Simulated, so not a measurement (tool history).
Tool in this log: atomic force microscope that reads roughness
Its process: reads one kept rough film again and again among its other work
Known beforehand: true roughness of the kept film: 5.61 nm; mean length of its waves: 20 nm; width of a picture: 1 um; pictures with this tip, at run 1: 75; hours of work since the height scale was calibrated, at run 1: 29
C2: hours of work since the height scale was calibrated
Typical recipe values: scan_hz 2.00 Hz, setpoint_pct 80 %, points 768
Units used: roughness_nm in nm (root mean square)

run 1 hour=0.0 | scan_hz=2.00 setpoint_pct=80 points=768 | pictures_with_this_tip=75 C2=29 | roughness_nm=3.543
run 2 hour=12.5 | scan_hz=2.00 setpoint_pct=80 points=768 | pictures_with_this_tip=92 C2=35 | roughness_nm=3.520
run 3 hour=29.7 | scan_hz=2.00 setpoint_pct=80 points=768 | pictures_with_this_tip=116 C2=44 | roughness_nm=3.511
run 4 hour=42.9 | scan_hz=2.00 setpoint_pct=80 points=1022 | pictures_with_this_tip=134 C2=51 | roughness_nm=3.528
run 5 hour=56.5 | scan_hz=2.00 setpoint_pct=64 points=768 | pictures_with_this_tip=153 C2=58 | roughness_nm=3.803
run 6 hour=66.3 | scan_hz=2.00 setpoint_pct=80 points=768 | pictures_with_this_tip=167 C2=64 | roughness_nm=3.511
run 7 hour=80.3 | scan_hz=3.47 setpoint_pct=62 points=450 | pictures_with_this_tip=186 C2=71 | roughness_nm=3.659
run 8 hour=97.9 | scan_hz=1.87 setpoint_pct=60 points=450 | pictures_with_this_tip=210 C2=80 | roughness_nm=3.841
run 9 hour=109.3 | scan_hz=1.87 setpoint_pct=60 points=450 | pictures_with_this_tip=226 C2=86 | roughness_nm=3.806
run 10 hour=118.0 | scan_hz=2.00 setpoint_pct=58 points=952 | pictures_with_this_tip=238 C2=91 | roughness_nm=3.876
run 11 hour=131.8 | scan_hz=0.76 setpoint_pct=58 points=826 | pictures_with_this_tip=257 C2=98 | roughness_nm=3.962
run 12 hour=145.7 | scan_hz=1.31 setpoint_pct=89 points=612 | pictures_with_this_tip=276 C2=105 | roughness_nm=3.509

Alternative continuations, all from the tool just after run 12; predict every row:
run A hour=153.0 | scan_hz=2.07 setpoint_pct=62 points=930 | pictures_with_this_tip=287 C2=109 | roughness_nm=?
run B hour=153.0 | scan_hz=2.53 setpoint_pct=80 points=1006 | pictures_with_this_tip=287 C2=109 | roughness_nm=?
run C hour=153.0 | scan_hz=2.00 setpoint_pct=73 points=768 | pictures_with_this_tip=287 C2=109 | roughness_nm=?
run D hour=153.0 | scan_hz=1.31 setpoint_pct=57 points=477 | pictures_with_this_tip=287 C2=109 | roughness_nm=?

run=A roughness_nm=3.824
run=B roughness_nm=3.437
run=C roughness_nm=3.650
run=D roughness_nm=3.887
Stripped of hidden state, with their random variation kept, the same runs would have yielded:
run=A roughness_nm=3.834
run=B roughness_nm=3.447
run=C roughness_nm=3.660
run=D roughness_nm=3.898
